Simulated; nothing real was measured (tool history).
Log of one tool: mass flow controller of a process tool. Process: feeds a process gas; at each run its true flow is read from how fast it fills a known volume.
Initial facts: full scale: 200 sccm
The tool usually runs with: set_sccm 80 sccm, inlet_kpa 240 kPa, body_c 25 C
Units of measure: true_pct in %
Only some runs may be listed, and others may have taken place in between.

{"run": 1, "hour": 0.0, "set_sccm": 80, "inlet_kpa": 240, "body_c": 25, "true_pct": 98.43}
{"run": 2, "hour": 216.7, "set_sccm": 80, "inlet_kpa": 240, "body_c": 25, "true_pct": 98.58}
{"run": 3, "hour": 490.6, "set_sccm": 80, "inlet_kpa": 240, "body_c": 25, "true_pct": 98.4}
{"run": 4, "hour": 700.6, "set_sccm": 80, "inlet_kpa": 240, "body_c": 25, "true_pct": 98.55}
{"run": 5, "hour": 1016.5, "set_sccm": 80, "inlet_kpa": 240, "body_c": 25, "true_pct": 98.34}
{"run": 6, "hour": 1311.5, "set_sccm": 31, "inlet_kpa": 240, "body_c": 25, "true_pct": 97.86}
{"run": 7, "hour": 1555.3, "set_sccm": 80, "inlet_kpa": 161, "body_c": 25, "true_pct": 98.64}
{"run": 8, "hour": 1884.4, "set_sccm": 80, "inlet_kpa": 161, "body_c": 25, "true_pct": 98.7}
{"run": 9, "hour": 2092.1, "set_sccm": 80, "inlet_kpa": 161, "body_c": 25, "true_pct": 98.46}
{"run": 10, "hour": 2323.2, "set_sccm": 80, "inlet_kpa": 161, "body_c": 25, "true_pct": 98.55}
{"run": 11, "hour": 2656.6, "set_sccm": 80, "inlet_kpa": 161, "body_c": 25, "true_pct": 98.6}
{"run": 12, "hour": 2931.4, "set_sccm": 24, "inlet_kpa": 240, "body_c": 25, "true_pct": 97.66}
{"run": 13, "hour": 3128.8, "set_sccm": 24, "inlet_kpa": 240, "body_c": 25, "true_pct": 97.6}
{"run": 14, "hour": 3372.5, "set_sccm": 24, "inlet_kpa": 240, "body_c": 25, "true_pct": 97.59}
{"run": 15, "hour": 3755.3, "set_sccm": 24, "inlet_kpa": 240, "body_c": 25, "true_pct": 97.46}
{"run": 16, "hour": 4067.1, "set_sccm": 80, "inlet_kpa": 240, "body_c": 25, "true_pct": 98.19}
{"run": 17, "hour": 4429.1, "set_sccm": 43, "inlet_kpa": 240, "body_c": 25, "true_pct": 97.65}
{"run": 18, "hour": 4811.5, "set_sccm": 43, "inlet_kpa": 240, "body_c": 25, "true_pct": 97.66}
{"run": 19, "hour": 5139.6, "set_sccm": 43, "inlet_kpa": 240, "body_c": 25, "true_pct": 97.67}
{"run": 20, "hour": 5446.8, "set_sccm": 43, "inlet_kpa": 240, "body_c": 25, "true_pct": 97.73}
{"run": 21, "hour": 5724.2, "set_sccm": 80, "inlet_kpa": 256, "body_c": 25, "true_pct": 98.05}
{"run": 22, "hour": 6028.5, "set_sccm": 80, "inlet_kpa": 240, "body_c": 38, "true_pct": 96.6}
{"run": 23, "hour": 6301.9, "set_sccm": 80, "inlet_kpa": 240, "body_c": 30, "true_pct": 97.5}
{"run": 24, "hour": 6719.6, "set_sccm": 80, "inlet_kpa": 240, "body_c": 30, "true_pct": 97.49}
{"run": 25, "hour": 7170.8, "set_sccm": 157, "inlet_kpa": 193, "body_c": 32, "true_pct": 98.14}
{"run": 26, "hour": 7533.3, "set_sccm": 157, "inlet_kpa": 193, "body_c": 32, "true_pct": 98.14}
{"run": 27, "hour": 7826.4, "set_sccm": 157, "inlet_kpa": 249, "body_c": 24, "true_pct": 99.03}
{"run": 28, "hour": 8161.9, "set_sccm": 90, "inlet_kpa": 206, "body_c": 24, "true_pct": 98.24}
{"run": 29, "hour": 8450.8, "set_sccm": 90, "inlet_kpa": 206, "body_c": 24, "true_pct": 98.19}
{"run": 30, "hour": 8905.1, "set_sccm": 43, "inlet_kpa": 240, "body_c": 37, "true_pct": 96.27}
{"run": 31, "hour": 9153.3, "set_sccm": 43, "inlet_kpa": 240, "body_c": 37, "true_pct": 96.15}
{"run": 32, "hour": 9538.2, "set_sccm": 80, "inlet_kpa": 272, "body_c": 38, "true_pct": 96.41}
{"run": 33, "hour": 9999.7, "set_sccm": 108, "inlet_kpa": 175, "body_c": 22, "true_pct": 98.56}
{"run": 34, "hour": 10372.1, "set_sccm": 108, "inlet_kpa": 175, "body_c": 22, "true_pct": 98.63}
{"run": 35, "hour": 10753.7, "set_sccm": 45, "inlet_kpa": 175, "body_c": 22, "true_pct": 97.78}
{"run": 36, "hour": 11178.7, "set_sccm": 55, "inlet_kpa": 240, "body_c": 36, "true_pct": 96.08}
{"hour": 11553.9, "done": "controller's zero set anew"}
{"run": 37, "hour": 11612.7, "set_sccm": 171, "inlet_kpa": 245, "body_c": 23, "true_pct": 98.99}
{"run": 38, "hour": 12068.6, "set_sccm": 43, "inlet_kpa": 161, "body_c": 23, "true_pct": 97.73}
{"run": 39, "hour": 12411.9, "set_sccm": 80, "inlet_kpa": 183, "body_c": 22, "true_pct": 97.97}
{"run": 40, "hour": 12773.3, "set_sccm": 80, "inlet_kpa": 240, "body_c": 22, "true_pct": 97.95}
{"hour": 13013.4, "done": "gauge calibrated"}
{"run": 41, "hour": 13098.1, "set_sccm": 93, "inlet_kpa": 165, "body_c": 25, "true_pct": 99.05}
{"run": 42, "hour": 13417.9, "set_sccm": 93, "inlet_kpa": 165, "body_c": 25, "true_pct": 99.06}
{"run": 43, "hour": 13821.9, "set_sccm": 80, "inlet_kpa": 240, "body_c": 20, "true_pct": 99.04}

3 ways to go on from here, each from the tool as it stands after run 43. What would each give?
{"run": "A", "hour": 14044.7, "set_sccm": 50, "inlet_kpa": 195, "body_c": 21, "true_pct": "?"}
{"run": "B", "hour": 14044.7, "set_sccm": 32, "inlet_kpa": 240, "body_c": 20, "true_pct": "?"}
{"run": "C", "hour": 14044.7, "set_sccm": 51, "inlet_kpa": 240, "body_c": 26, "true_pct": "?"}

run=A true_pct=98.59
run=B true_pct=98.5
run=C true_pct=98.12
Stripped of hidden state, with their random variation kept, the same runs would have yielded:
run=A true_pct=98.62
run=B true_pct=98.54
run=C true_pct=98.15
